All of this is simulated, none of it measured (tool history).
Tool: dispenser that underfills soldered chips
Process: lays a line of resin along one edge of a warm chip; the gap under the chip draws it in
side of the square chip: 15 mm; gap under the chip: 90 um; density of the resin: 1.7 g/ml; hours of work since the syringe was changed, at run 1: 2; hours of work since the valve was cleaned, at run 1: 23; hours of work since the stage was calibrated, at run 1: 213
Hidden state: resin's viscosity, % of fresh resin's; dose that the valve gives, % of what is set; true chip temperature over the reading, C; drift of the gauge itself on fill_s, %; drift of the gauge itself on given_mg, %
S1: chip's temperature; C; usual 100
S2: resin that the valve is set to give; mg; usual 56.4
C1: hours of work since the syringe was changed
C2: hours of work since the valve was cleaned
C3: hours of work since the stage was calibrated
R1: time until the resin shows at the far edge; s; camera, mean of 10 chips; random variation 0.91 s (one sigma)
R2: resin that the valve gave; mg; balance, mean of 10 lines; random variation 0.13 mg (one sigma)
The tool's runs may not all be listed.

run	hour	S1	S2	C1	C2	C3	R1	R2
1	0.0	100	56.4	2	23	213	88.8	55.75
# hour 7.6: new syringe of resin
2	12.0	100	56.4	3	32	221	94.0	55.45
# hour 17.9: new syringe of resin
3	24.7	100	56.4	5	40	230	105.4	55.24
# hour 28.2: new syringe of resin
4	37.7	100	66.4	7	49	238	108.9	65.02
# hour 38.6: new syringe of resin
# hour 49.0: new syringe of resin
5	51.7	100	56.4	2	58	248	88.2	54.94
# hour 59.1: new syringe of resin
6	59.2	100	56.4	0	63	253	82.5	54.60
# hour 70.0: new syringe of resin
7	72.6	100	56.4	2	72	262	90.5	54.76
# hour 80.7: new syringe of resin
8	83.6	100	55.8	2	80	269	90.3	53.65
# hour 89.2: dispensing valve cleaned and set on the balance
# hour 91.8: new syringe of resin
9	97.1	113	56.4	4	5	278	71.6	56.45
# hour 102.7: new syringe of resin
10	108.7	113	56.4	4	13	285	72.8	56.52
# hour 113.7: new syringe of resin
11	121.7	113	56.4	6	22	294	77.3	56.16
# hour 123.8: new syringe of resin
12	131.5	100	56.4	5	28	301	105.3	55.61
# hour 134.1: new syringe of resin
13	137.5	111	56.4	2	32	305	70.8	55.82
# hour 144.7: new syringe of resin
14	149.0	111	56.4	3	40	312	72.8	55.71
# hour 154.8: new syringe of resin
15	154.8	115	56.4	0	44	316	55.7	55.70
16	161.9	115	56.4	5	49	321	70.5	55.33
# hour 165.4: new syringe of resin
17	173.6	115	56.4	6	57	329	74.6	55.40
# hour 176.0: new syringe of resin
18	179.6	115	56.4	3	61	333	63.6	55.19
# hour 186.8: new syringe of resin
19	188.0	115	56.4	1	66	339	58.4	54.89
20	193.8	91	50.8	5	70	343	131.6	49.55
# hour 196.9: new syringe of resin
21	202.8	91	70.9	4	76	349	121.2	68.73
# hour 207.1: new syringe of resin
# hour 213.7: dispensing valve cleaned and set on the balance
22	216.6	100	56.7	6	2	357	106.0	56.69
# hour 218.9: new syringe of resin
23	222.5	94	69.7	2	6	361	100.9	69.76
# hour 229.1: new syringe of resin
24	234.9	94	69.7	4	14	369	110.4	69.25
# hour 239.8: new syringe of resin
25	245.2	114	49.1	4	21	376	68.2	48.79
# hour 249.9: new syringe of resin
26	254.8	100	64.0	3	28	383	92.2	63.68
# hour 260.1: new syringe of resin
27	263.3	85	56.4	2	33	388	132.0	55.80
# hour 270.7: new syringe of resin
28	275.6	98	67.1	3	42	397	99.9	65.89
# hour 280.9: new syringe of resin
29	282.5	98	67.0	1	46	401	86.5	66.15
# hour 291.4: new syringe of resin
30	291.6	98	67.0	0	52	407	83.8	65.87
31	297.2	97	73.1	4	56	411	103.0	71.87
# hour 302.5: new syringe of resin
32	307.7	97	73.1	4	63	418	103.0	71.63
# hour 312.6: new syringe of resin
33	314.0	109	56.8	1	67	422	67.9	55.41

Hidden state at the last listed run before each entry between runs and at the first one after, where it differs:
Between runs 1 and 2: new syringe of resin (hour 7.6)
  resin's viscosity, % of fresh resin's: 109 -> 115.9; dose that the valve gives, % of what is set: 98.64 -> 98.34; true chip temperature over the reading, C: 1.67 -> 1.73
  measured less the result without the state, R1: +4.0 -> +9.4 s; R2: -0.76 -> -0.93 mg
Between runs 2 and 3: new syringe of resin (hour 17.9)
  resin's viscosity, % of fresh resin's: 115.9 -> 127; dose that the valve gives, % of what is set: 98.34 -> 98.03; true chip temperature over the reading, C: 1.73 -> 1.8
  measured less the result without the state, R1: +9.4 -> +18.8 s; R2: -0.93 -> -1.11 mg
Between runs 3 and 4: new syringe of resin (hour 28.2)
  resin's viscosity, % of fresh resin's: 127 -> 137.5; dose that the valve gives, % of what is set: 98.03 -> 97.68; true chip temperature over the reading, C: 1.8 -> 1.86
  measured less the result without the state, R1: +18.8 -> +26.1 s; R2: -1.11 -> -1.54 mg
Between runs 4 and 5: new syringe of resin (hour 38.6); new syringe of resin (hour 49.0)
  resin's viscosity, % of fresh resin's: 137.5 -> 107; dose that the valve gives, % of what is set: 97.68 -> 97.33; true chip temperature over the reading, C: 1.86 -> 1.93
  measured less the result without the state, R1: +26.1 -> +1.9 s; R2: -1.54 -> -1.51 mg
Between runs 5 and 6: new syringe of resin (hour 59.1)
  resin's viscosity, % of fresh resin's: 107 -> 100.9; dose that the valve gives, % of what is set: 97.33 -> 97.12; true chip temperature over the reading, C: 1.93 -> 1.97
  measured less the result without the state, R1: +1.9 -> -3.2 s; R2: -1.51 -> -1.62 mg
Between runs 6 and 7: new syringe of resin (hour 70.0)
  resin's viscosity, % of fresh resin's: 100.9 -> 110.1; dose that the valve gives, % of what is set: 97.12 -> 96.78; true chip temperature over the reading, C: 1.97 -> 2.03
  measured less the result without the state, R1: -3.2 -> +4.3 s; R2: -1.62 -> -1.82 mg
Between runs 7 and 8: new syringe of resin (hour 80.7)
  resin's viscosity, % of fresh resin's: 110.1 -> 112; dose that the valve gives, % of what is set: 96.78 -> 96.52; true chip temperature over the reading, C: 2.03 -> 2.09
  measured less the result without the state, R1: +4.3 -> +5.6 s; R2: -1.82 -> -1.94 mg
Between runs 8 and 9: dispensing valve cleaned and set on the balance (hour 89.2); new syringe of resin (hour 91.8)
  resin's viscosity, % of fresh resin's: 112 -> 120.6; dose that the valve gives, % of what is set: 96.52 -> 100.04; true chip temperature over the reading, C: 2.09 -> 2.16
  measured less the result without the state, R1: +5.6 -> +9.2 s; R2: -1.94 -> +0.03 mg
Between runs 9 and 10: new syringe of resin (hour 102.7)
  resin's viscosity, % of fresh resin's: 120.6 -> 123.7; dose that the valve gives, % of what is set: 100.04 -> 99.73; true chip temperature over the reading, C: 2.16 -> 2.22
  measured less the result without the state, R1: +9.2 -> +10.8 s; R2: +0.03 -> -0.15 mg
Between runs 10 and 11: new syringe of resin (hour 113.7)
  resin's viscosity, % of fresh resin's: 123.7 -> 131.2; dose that the valve gives, % of what is set: 99.73 -> 99.38; true chip temperature over the reading, C: 2.22 -> 2.28
  measured less the result without the state, R1: +10.8 -> +15.2 s; R2: -0.15 -> -0.35 mg
Between runs 11 and 12: new syringe of resin (hour 123.8)
  resin's viscosity, % of fresh resin's: 131.2 -> 131; dose that the valve gives, % of what is set: 99.38 -> 99.13; true chip temperature over the reading, C: 2.28 -> 2.33
  measured less the result without the state, R1: +15.2 -> +20.1 s; R2: -0.35 -> -0.49 mg
Between runs 12 and 13: new syringe of resin (hour 134.1)
  resin's viscosity, % of fresh resin's: 131 -> 113; dose that the valve gives, % of what is set: 99.13 -> 98.98; true chip temperature over the reading, C: 2.33 -> 2.36
  measured less the result without the state, R1: +20.1 -> +4.5 s; R2: -0.49 -> -0.57 mg
Between runs 13 and 14: new syringe of resin (hour 144.7)
  resin's viscosity, % of fresh resin's: 113 -> 118.5; dose that the valve gives, % of what is set: 98.98 -> 98.67; true chip temperature over the reading, C: 2.36 -> 2.42
  measured less the result without the state, R1: +4.5 -> +7.9 s; R2: -0.57 -> -0.74 mg
Between runs 14 and 15: new syringe of resin (hour 154.8)
  resin's viscosity, % of fresh resin's: 118.5 -> 99.2; dose that the valve gives, % of what is set: 98.67 -> 98.51; true chip temperature over the reading, C: 2.42 -> 2.44
  measured less the result without the state, R1: +7.9 -> -3.6 s; R2: -0.74 -> -0.84 mg
Between runs 16 and 17: new syringe of resin (hour 165.4)
  resin's viscosity, % of fresh resin's: 126.9 -> 133.6; dose that the valve gives, % of what is set: 98.32 -> 98.01; true chip temperature over the reading, C: 2.48 -> 2.54
  measured less the result without the state, R1: +11.8 -> +15.6 s; R2: -0.94 -> -1.13 mg
Between runs 17 and 18: new syringe of resin (hour 176.0)
  resin's viscosity, % of fresh resin's: 133.6 -> 112.5; dose that the valve gives, % of what is set: 98.01 -> 97.85; true chip temperature over the reading, C: 2.54 -> 2.57
  measured less the result without the state, R1: +15.6 -> +3.7 s; R2: -1.13 -> -1.21 mg
Between runs 18 and 19: new syringe of resin (hour 186.8)
  resin's viscosity, % of fresh resin's: 112.5 -> 104.9; dose that the valve gives, % of what is set: 97.85 -> 97.64; true chip temperature over the reading, C: 2.57 -> 2.62
  measured less the result without the state, R1: +3.7 -> -0.6 s; R2: -1.21 -> -1.33 mg
Between runs 20 and 21: new syringe of resin (hour 196.9)
  resin's viscosity, % of fresh resin's: 128.2 -> 122.3; dose that the valve gives, % of what is set: 97.5 -> 97.24; true chip temperature over the reading, C: 2.65 -> 2.69
  measured less the result without the state, R1: +22.1 -> +14.8 s; R2: -1.27 -> -1.95 mg
Between runs 21 and 22: new syringe of resin (hour 207.1); dispensing valve cleaned and set on the balance (hour 213.7)
  resin's viscosity, % of fresh resin's: 122.3 -> 132.6; dose that the valve gives, % of what is set: 97.24 -> 100.11; true chip temperature over the reading, C: 2.69 -> 2.75
  measured less the result without the state, R1: +14.8 -> +20.4 s; R2: -1.95 -> +0.06 mg
Between runs 22 and 23: new syringe of resin (hour 218.9)
  resin's viscosity, % of fresh resin's: 132.6 -> 111.7; dose that the valve gives, % of what is set: 100.11 -> 99.98; true chip temperature over the reading, C: 2.75 -> 2.78
  measured less the result without the state, R1: +20.4 -> +3.8 s; R2: +0.06 -> -0.01 mg
Between runs 23 and 24: new syringe of resin (hour 229.1)
  resin's viscosity, % of fresh resin's: 111.7 -> 120.2; dose that the valve gives, % of what is set: 99.98 -> 99.67; true chip temperature over the reading, C: 2.78 -> 2.84
  measured less the result without the state, R1: +3.8 -> +11.4 s; R2: -0.01 -> -0.24 mg
Between runs 24 and 25: new syringe of resin (hour 239.8)
  resin's viscosity, % of fresh resin's: 120.2 -> 119.8; dose that the valve gives, % of what is set: 99.67 -> 99.4; true chip temperature over the reading, C: 2.84 -> 2.89
  measured less the result without the state, R1: +11.4 -> +7.5 s; R2: -0.24 -> -0.30 mg
Between runs 25 and 26: new syringe of resin (hour 249.9)
  resin's viscosity, % of fresh resin's: 119.8 -> 118.2; dose that the valve gives, % of what is set: 99.4 -> 99.17; true chip temperature over the reading, C: 2.89 -> 2.95
  measured less the result without the state, R1: +7.5 -> +8.3 s; R2: -0.30 -> -0.53 mg
Between runs 26 and 27: new syringe of resin (hour 260.1)
  resin's viscosity, % of fresh resin's: 118.2 -> 112.3; dose that the valve gives, % of what is set: 99.17 -> 98.94; true chip temperature over the reading, C: 2.95 -> 2.99
  measured less the result without the state, R1: +8.3 -> +4.6 s; R2: -0.53 -> -0.60 mg
Between runs 27 and 28: new syringe of resin (hour 270.7)
  resin's viscosity, % of fresh resin's: 112.3 -> 118.7; dose that the valve gives, % of what is set: 98.94 -> 98.64; true chip temperature over the reading, C: 2.99 -> 3.06
  measured less the result without the state, R1: +4.6 -> +9.0 s; R2: -0.60 -> -0.91 mg
Between runs 28 and 29: new syringe of resin (hour 280.9)
  resin's viscosity, % of fresh resin's: 118.7 -> 106; dose that the valve gives, % of what is set: 98.64 -> 98.46; true chip temperature over the reading, C: 3.06 -> 3.09
  measured less the result without the state, R1: +9.0 -> -1.8 s; R2: -0.91 -> -1.03 mg
Between runs 29 and 30: new syringe of resin (hour 291.4)
  resin's viscosity, % of fresh resin's: 106 -> 101.3; dose that the valve gives, % of what is set: 98.46 -> 98.21; true chip temperature over the reading, C: 3.09 -> 3.14
  measured less the result without the state, R1: -1.8 -> -5.8 s; R2: -1.03 -> -1.20 mg
Between runs 31 and 32: new syringe of resin (hour 302.5)
  resin's viscosity, % of fresh resin's: 122.8 -> 121.2; dose that the valve gives, % of what is set: 98.05 -> 97.78; true chip temperature over the reading, C: 3.17 -> 3.23
  measured less the result without the state, R1: +12.0 -> +10.8 s; R2: -1.43 -> -1.63 mg
Between runs 32 and 33: new syringe of resin (hour 312.6)
  resin's viscosity, % of fresh resin's: 121.2 -> 105.5; dose that the valve gives, % of what is set: 97.78 -> 97.6; true chip temperature over the reading, C: 3.23 -> 3.26
  measured less the result without the state, R1: +10.8 -> -1.5 s; R2: -1.63 -> -1.36 mg
